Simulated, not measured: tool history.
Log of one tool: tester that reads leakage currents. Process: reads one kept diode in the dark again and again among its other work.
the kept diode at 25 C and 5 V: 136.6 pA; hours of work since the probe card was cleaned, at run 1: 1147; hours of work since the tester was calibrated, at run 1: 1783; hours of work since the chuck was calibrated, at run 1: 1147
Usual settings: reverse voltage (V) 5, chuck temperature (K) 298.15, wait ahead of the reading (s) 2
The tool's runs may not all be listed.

run,hour,reverse voltage (V),chuck temperature (K),wait ahead of the reading (s),hours of work since the probe card was cleaned,hours of work since the tester was calibrated,hours of work since the chuck was calibrated,current that the tester gives (pA)
1,0,5,298.15,2,1147,1783,1147,182.67
# hour 43.7: chuck's temperature calibrated
2,88.6,5,298.15,2,1201,1838,28,213.1
3,162,5,298.15,2,1247,1884,74,215.24
4,285.9,5,305.15,2,1325,1962,152,409.34
5,364,5,298.15,2,1375,2011,202,220.56
6,451.9,5,298.15,2,1430,2066,257,225.41
7,507.6,7.81,298.15,2,1465,2102,292,271.36
8,561.5,7.81,298.15,2,1499,2135,326,274.51
# hour 573.7: chuck's temperature calibrated, once more
# hour 649.1: probe card cleaned and baked
9,656.3,5.72,298.15,2,5,2192,50,146.16
10,721.1,5,298.15,1.01,45,2233,91,140.99
11,820.7,5,329.15,4.49,108,2295,153,2143.64
12,873.1,10.08,311.15,5.28,141,2328,187,619.15

Forecast each of these 3 alternatives for the next run:
A,928.3,11.02,329.15,9.08,176,2363,221,?
B,928.3,10.08,303.15,2.43,176,2363,221,?
C,928.3,5,298.15,6.39,176,2363,221,?

run,current that the tester gives (pA)
A,2933.06
B,303.72
C,144.02
Without the tool's hidden state the same runs would have given:
run,current that the tester gives (pA)
A,2828.96
B,289.26
C,136.93
